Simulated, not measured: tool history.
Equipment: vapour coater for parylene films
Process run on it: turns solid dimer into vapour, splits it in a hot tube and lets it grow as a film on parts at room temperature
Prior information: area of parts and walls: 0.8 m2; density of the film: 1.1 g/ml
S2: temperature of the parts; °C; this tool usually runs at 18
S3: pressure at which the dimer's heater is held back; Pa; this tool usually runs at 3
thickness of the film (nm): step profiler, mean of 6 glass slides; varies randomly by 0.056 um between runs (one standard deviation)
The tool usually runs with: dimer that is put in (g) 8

run 1 day=0 | dimer_that_is_put_in_(g)=8 S2=18 S3=3 | thickness_of_the_film_(nm)=6360
run 2 day=2.046 | dimer_that_is_put_in_(g)=8 S2=18 S3=3 | thickness_of_the_film_(nm)=6380
run 3 day=4.871 | dimer_that_is_put_in_(g)=8 S2=15 S3=3 | thickness_of_the_film_(nm)=6750
run 4 day=7.454 | dimer_that_is_put_in_(g)=8 S2=18 S3=6.57 | thickness_of_the_film_(nm)=6010
run 5 day=9.362 | dimer_that_is_put_in_(g)=8 S2=18 S3=3 | thickness_of_the_film_(nm)=6160
run 6 day=10.671 | dimer_that_is_put_in_(g)=8 S2=18 S3=3 | thickness_of_the_film_(nm)=6070
run 7 day=11.846 | dimer_that_is_put_in_(g)=8 S2=18 S3=3 | thickness_of_the_film_(nm)=6100
run 8 day=13.483 | dimer_that_is_put_in_(g)=8 S2=18 S3=3 | thickness_of_the_film_(nm)=6100
run 9 day=15.338 | dimer_that_is_put_in_(g)=8 S2=18 S3=3 | thickness_of_the_film_(nm)=5900
run 10 day=17.5 | dimer_that_is_put_in_(g)=8 S2=18 S3=3 | thickness_of_the_film_(nm)=5970
run 11 day=19.133 | dimer_that_is_put_in_(g)=4 S2=14 S3=3.83 | thickness_of_the_film_(nm)=3110
run 12 day=21.846 | dimer_that_is_put_in_(g)=4 S2=14 S3=3.83 | thickness_of_the_film_(nm)=3170
run 13 day=23.108 | dimer_that_is_put_in_(g)=10 S2=18 S3=8.74 | thickness_of_the_film_(nm)=6860

For run 14, what comes out?
run 14 day=24.575 | dimer_that_is_put_in_(g)=5 S2=18 S3=8.74 | thickness_of_the_film_(nm)=?

thickness of the film (nm): 3310
Were there no unlogged condition in the tool, this run, its random variation unchanged, would have produced thickness of the film (nm) 3830.

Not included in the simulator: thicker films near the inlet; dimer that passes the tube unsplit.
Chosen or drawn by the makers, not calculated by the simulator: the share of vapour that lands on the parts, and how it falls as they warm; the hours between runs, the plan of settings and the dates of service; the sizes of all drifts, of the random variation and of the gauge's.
